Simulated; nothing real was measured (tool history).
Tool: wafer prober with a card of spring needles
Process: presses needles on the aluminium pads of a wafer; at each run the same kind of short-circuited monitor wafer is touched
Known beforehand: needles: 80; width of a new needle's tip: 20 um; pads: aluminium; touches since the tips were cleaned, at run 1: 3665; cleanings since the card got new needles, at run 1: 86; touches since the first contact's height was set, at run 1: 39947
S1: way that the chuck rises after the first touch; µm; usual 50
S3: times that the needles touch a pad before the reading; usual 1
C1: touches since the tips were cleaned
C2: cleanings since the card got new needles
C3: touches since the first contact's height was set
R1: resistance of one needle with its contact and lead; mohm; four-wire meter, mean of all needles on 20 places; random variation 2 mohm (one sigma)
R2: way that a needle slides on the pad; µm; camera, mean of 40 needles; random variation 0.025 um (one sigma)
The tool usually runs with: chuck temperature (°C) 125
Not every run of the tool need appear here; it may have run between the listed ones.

{"run": 1, "hour": 0.0, "S1": 50, "chuck temperature (°C)": 125, "S3": 1, "C1": 3665, "C2": 86, "C3": 39947, "R1": 227, "R2": 10.21}
{"hour": 7.0, "done": "tips cleaned on abrasive film"}
{"hour": 24.4, "done": "tips cleaned on abrasive film"}
{"hour": 38.4, "done": "tips cleaned on abrasive film"}
{"hour": 52.3, "done": "tips cleaned on abrasive film"}
{"run": 2, "hour": 54.1, "S1": 50, "chuck temperature (°C)": 125, "S3": 1, "C1": 887, "C2": 90, "C3": 65573, "R1": 224, "R2": 10.21}
{"hour": 57.9, "done": "height of the first contact set anew"}
{"hour": 68.4, "done": "tips cleaned on abrasive film"}
{"hour": 82.3, "done": "tips cleaned on abrasive film"}
{"hour": 96.3, "done": "tips cleaned on abrasive film"}
{"hour": 113.7, "done": "tips cleaned on abrasive film"}
{"run": 3, "hour": 127.4, "S1": 39, "chuck temperature (°C)": 125, "S3": 1, "C1": 6551, "C2": 94, "C3": 32939, "R1": 231, "R2": 7.98}
{"hour": 131.0, "done": "tips cleaned on abrasive film"}
{"hour": 148.4, "done": "tips cleaned on abrasive film"}
{"hour": 162.3, "done": "tips cleaned on abrasive film"}
{"run": 4, "hour": 173.6, "S1": 50, "chuck temperature (°C)": 125, "S3": 1, "C1": 5374, "C2": 97, "C3": 54806, "R1": 219, "R2": 10.22}
{"hour": 177.1, "done": "tips cleaned on abrasive film"}
{"hour": 194.5, "done": "tips cleaned on abrasive film"}
{"hour": 198.3, "done": "height of the first contact set anew"}
{"hour": 212.2, "done": "tips cleaned on abrasive film"}
{"hour": 229.6, "done": "tips cleaned on abrasive film"}
{"run": 5, "hour": 242.5, "S1": 50, "chuck temperature (°C)": 125, "S3": 1, "C1": 6143, "C2": 101, "C3": 20985, "R1": 224, "R2": 10.26}
{"hour": 246.1, "done": "tips cleaned on abrasive film"}
{"hour": 260.0, "done": "tips cleaned on abrasive film"}
{"hour": 273.9, "done": "tips cleaned on abrasive film"}
{"hour": 287.9, "done": "tips cleaned on abrasive film"}
{"hour": 305.3, "done": "tips cleaned on abrasive film"}
{"run": 6, "hour": 317.5, "S1": 50, "chuck temperature (°C)": 125, "S3": 1, "C1": 5838, "C2": 106, "C3": 56510, "R1": 219, "R2": 10.24}
{"hour": 321.1, "done": "tips cleaned on abrasive film"}
{"hour": 335.0, "done": "tips cleaned on abrasive film"}
{"hour": 338.8, "done": "height of the first contact set anew"}
{"hour": 349.2, "done": "tips cleaned on abrasive film"}
{"hour": 363.2, "done": "tips cleaned on abrasive film"}
{"hour": 377.1, "done": "tips cleaned on abrasive film"}
{"run": 7, "hour": 383.8, "S1": 50, "chuck temperature (°C)": 125, "S3": 1, "C1": 3193, "C2": 111, "C3": 21334, "R1": 226, "R2": 10.21}
{"hour": 394.3, "done": "tips cleaned on abrasive film"}
{"hour": 411.7, "done": "tips cleaned on abrasive film"}
{"hour": 429.1, "done": "tips cleaned on abrasive film"}
{"hour": 443.0, "done": "tips cleaned on abrasive film"}
{"run": 8, "hour": 450.3, "S1": 52, "chuck temperature (°C)": 125, "S3": 1, "C1": 3486, "C2": 115, "C3": 52857, "R1": 224, "R2": 10.63}
{"hour": 457.3, "done": "tips cleaned on abrasive film"}
{"hour": 471.3, "done": "tips cleaned on abrasive film"}
{"hour": 478.5, "done": "height of the first contact set anew"}
{"hour": 485.5, "done": "tips cleaned on abrasive film"}
{"hour": 502.9, "done": "tips cleaned on abrasive film"}
{"hour": 516.8, "done": "tips cleaned on abrasive film"}
{"run": 9, "hour": 518.8, "S1": 52, "chuck temperature (°C)": 125, "S3": 1, "C1": 941, "C2": 120, "C3": 19083, "R1": 221, "R2": 10.59}
{"hour": 532.7, "done": "tips cleaned on abrasive film"}
{"hour": 546.7, "done": "tips cleaned on abrasive film"}
{"hour": 564.1, "done": "tips cleaned on abrasive film"}
{"hour": 581.5, "done": "tips cleaned on abrasive film"}
{"hour": 598.9, "done": "tips cleaned on abrasive film"}
{"run": 10, "hour": 612.6, "S1": 52, "chuck temperature (°C)": 125, "S3": 3, "C1": 6550, "C2": 125, "C3": 63565, "R1": 219, "R2": 10.63}
{"hour": 616.2, "done": "tips cleaned on abrasive film"}
{"hour": 619.9, "done": "height of the first contact set anew"}
{"hour": 630.4, "done": "tips cleaned on abrasive film"}
{"hour": 644.3, "done": "tips cleaned on abrasive film"}
{"run": 11, "hour": 651.9, "S1": 52, "chuck temperature (°C)": 125, "S3": 2, "C1": 3598, "C2": 128, "C3": 15143, "R1": 217, "R2": 10.6}
{"hour": 658.9, "done": "tips cleaned on abrasive film"}
{"hour": 676.3, "done": "tips cleaned on abrasive film"}
{"hour": 693.7, "done": "tips cleaned on abrasive film"}
{"run": 12, "hour": 705.8, "S1": 52, "chuck temperature (°C)": 125, "S3": 2, "C1": 5761, "C2": 131, "C3": 40695, "R1": 222, "R2": 10.57}
{"hour": 709.3, "done": "tips cleaned on abrasive film"}
{"hour": 723.3, "done": "tips cleaned on abrasive film"}
{"hour": 737.2, "done": "tips cleaned on abrasive film"}
{"hour": 751.2, "done": "tips cleaned on abrasive film"}
{"hour": 761.8, "done": "height of the first contact set anew"}
{"hour": 765.4, "done": "tips cleaned on abrasive film"}
{"hour": 779.3, "done": "tips cleaned on abrasive film"}
{"run": 13, "hour": 783.4, "S1": 52, "chuck temperature (°C)": 125, "S3": 2, "C1": 1922, "C2": 137, "C3": 10168, "R1": 220, "R2": 10.63}
{"hour": 793.8, "done": "tips cleaned on abrasive film"}
{"hour": 807.8, "done": "tips cleaned on abrasive film"}
{"hour": 823.5, "done": "tips cleaned on abrasive film"}
{"run": 14, "hour": 823.5, "S1": 32, "chuck temperature (°C)": 43, "S3": 1, "C1": 0, "C2": 140, "C3": 29175, "R1": 215, "R2": 6.55}
{"hour": 837.5, "done": "tips cleaned on abrasive film"}
{"hour": 854.9, "done": "tips cleaned on abrasive film"}
{"hour": 872.3, "done": "tips cleaned on abrasive film"}
{"hour": 886.2, "done": "tips cleaned on abrasive film"}
{"run": 15, "hour": 888.4, "S1": 32, "chuck temperature (°C)": 43, "S3": 1, "C1": 1032, "C2": 144, "C3": 59893, "R1": 219, "R2": 6.54}
{"hour": 902.3, "done": "tips cleaned on abrasive film"}
{"hour": 902.6, "done": "height of the first contact set anew"}
{"hour": 916.5, "done": "tips cleaned on abrasive film"}
{"hour": 933.9, "done": "tips cleaned on abrasive film"}
{"hour": 951.3, "done": "tips cleaned on abrasive film"}
{"hour": 965.3, "done": "tips cleaned on abrasive film"}
{"hour": 979.2, "done": "tips cleaned on abrasive film"}
{"run": 16, "hour": 983.8, "S1": 51, "chuck temperature (°C)": 113, "S3": 1, "C1": 2178, "C2": 150, "C3": 38460, "R1": 226, "R2": 10.43}
{"hour": 994.2, "done": "tips cleaned on abrasive film"}
{"hour": 1008.2, "done": "tips cleaned on abrasive film"}
{"hour": 1025.6, "done": "tips cleaned on abrasive film"}
{"hour": 1039.5, "done": "tips cleaned on abrasive film"}
{"hour": 1043.3, "done": "height of the first contact set anew"}
{"hour": 1057.2, "done": "tips cleaned on abrasive film"}
{"run": 17, "hour": 1064.7, "S1": 32, "chuck temperature (°C)": 125, "S3": 1, "C1": 3582, "C2": 155, "C3": 10179, "R1": 238, "R2": 6.53}
{"hour": 1071.7, "done": "tips cleaned on abrasive film"}
{"hour": 1089.1, "done": "tips cleaned on abrasive film"}
{"hour": 1103.1, "done": "tips cleaned on abrasive film"}
{"hour": 1117.0, "done": "tips cleaned on abrasive film"}
{"hour": 1134.4, "done": "tips cleaned on abrasive film"}
{"hour": 1151.8, "done": "tips cleaned on abrasive film"}
{"run": 18, "hour": 1151.8, "S1": 32, "chuck temperature (°C)": 125, "S3": 1, "C1": 31, "C2": 161, "C3": 51436, "R1": 235, "R2": 6.55}
{"hour": 1165.7, "done": "tips cleaned on abrasive film"}
{"hour": 1179.7, "done": "tips cleaned on abrasive film"}
{"hour": 1183.4, "done": "height of the first contact set anew"}
{"hour": 1193.9, "done": "tips cleaned on abrasive film"}
{"hour": 1207.8, "done": "tips cleaned on abrasive film"}
{"hour": 1221.8, "done": "tips cleaned on abrasive film"}
{"hour": 1239.2, "done": "tips cleaned on abrasive film"}
{"run": 19, "hour": 1244.9, "S1": 32, "chuck temperature (°C)": 125, "S3": 1, "C1": 2750, "C2": 167, "C3": 29137, "R1": 236, "R2": 6.53}
{"hour": 1255.4, "done": "tips cleaned on abrasive film"}
{"hour": 1269.3, "done": "tips cleaned on abrasive film"}
{"hour": 1283.3, "done": "tips cleaned on abrasive film"}
{"hour": 1300.7, "done": "tips cleaned on abrasive film"}
{"run": 20, "hour": 1305.0, "S1": 32, "chuck temperature (°C)": 125, "S3": 1, "C1": 2043, "C2": 171, "C3": 57569, "R1": 235, "R2": 6.49}
{"hour": 1315.4, "done": "tips cleaned on abrasive film"}
{"hour": 1326.1, "done": "height of the first contact set anew"}
{"hour": 1329.7, "done": "tips cleaned on abrasive film"}
{"hour": 1346.9, "done": "tips cleaned on abrasive film"}
{"run": 21, "hour": 1346.9, "S1": 43, "chuck temperature (°C)": 87, "S3": 3, "C1": 0, "C2": 174, "C3": 9815, "R1": 216, "R2": 8.79}
{"hour": 1360.8, "done": "tips cleaned on abrasive film"}
{"hour": 1374.8, "done": "tips cleaned on abrasive film"}
{"hour": 1392.2, "done": "tips cleaned on abrasive film"}
{"run": 22, "hour": 1401.8, "S1": 43, "chuck temperature (°C)": 87, "S3": 3, "C1": 4602, "C2": 177, "C3": 35857, "R1": 217, "R2": 8.78}
{"hour": 1408.8, "done": "tips cleaned on abrasive film"}
{"hour": 1426.2, "done": "tips cleaned on abrasive film"}
{"hour": 1440.2, "done": "tips cleaned on abrasive film"}
{"hour": 1457.6, "done": "tips cleaned on abrasive film"}
{"hour": 1468.3, "done": "height of the first contact set anew"}
{"hour": 1473.5, "done": "tips cleaned on abrasive film"}
{"run": 23, "hour": 1473.5, "S1": 43, "chuck temperature (°C)": 87, "S3": 3, "C1": 0, "C2": 182, "C3": 2436, "R1": 215, "R2": 8.77}
{"hour": 1490.9, "done": "tips cleaned on abrasive film"}
{"hour": 1504.8, "done": "tips cleaned on abrasive film"}
{"hour": 1522.2, "done": "tips cleaned on abrasive film"}
{"run": 24, "hour": 1526.4, "S1": 38, "chuck temperature (°C)": 25, "S3": 1, "C1": 2004, "C2": 185, "C3": 27529, "R1": 202, "R2": 7.72}
{"hour": 1536.9, "done": "tips cleaned on abrasive film"}
{"hour": 1550.8, "done": "tips cleaned on abrasive film"}
{"hour": 1564.7, "done": "tips cleaned on abrasive film"}
{"hour": 1578.7, "done": "tips cleaned on abrasive film"}
{"hour": 1592.6, "done": "tips cleaned on abrasive film"}
{"hour": 1606.5, "done": "tips cleaned on abrasive film"}
{"hour": 1610.3, "done": "height of the first contact set anew"}
{"run": 25, "hour": 1614.9, "S1": 58, "chuck temperature (°C)": 82, "S3": 2, "C1": 3856, "C2": 191, "C3": 2208, "R1": 212, "R2": 11.89}

Here are 3 independent what-if runs from the current tool condition. What would each one return?
{"hour": 1622.0, "done": "tips cleaned on abrasive film"}
{"hour": 1635.9, "done": "tips cleaned on abrasive film"}
{"hour": 1649.8, "done": "tips cleaned on abrasive film"}
{"run": "A", "hour": 1660.9, "S1": 58, "chuck temperature (°C)": 42, "S3": 1, "C1": 5267, "C2": 194, "C3": 23967, "R1": "?", "R2": "?"}
{"hour": 1622.0, "done": "tips cleaned on abrasive film"}
{"hour": 1635.9, "done": "tips cleaned on abrasive film"}
{"hour": 1649.8, "done": "tips cleaned on abrasive film"}
{"run": "B", "hour": 1660.9, "S1": 35, "chuck temperature (°C)": 46, "S3": 1, "C1": 5267, "C2": 194, "C3": 23967, "R1": "?", "R2": "?"}
{"hour": 1622.0, "done": "tips cleaned on abrasive film"}
{"hour": 1635.9, "done": "tips cleaned on abrasive film"}
{"hour": 1649.8, "done": "tips cleaned on abrasive film"}
{"run": "C", "hour": 1660.9, "S1": 50, "chuck temperature (°C)": 125, "S3": 2, "C1": 5267, "C2": 194, "C3": 23967, "R1": "?", "R2": "?"}

run=A R1=203 R2=11.88
run=B R1=218 R2=7.19
run=C R1=222 R2=10.22
Take away the tool's hidden state, keep each run's random variation, and the runs would have read:
run=A R1=202 R2=11.88
run=B R1=217 R2=7.19
run=C R1=222 R2=10.22
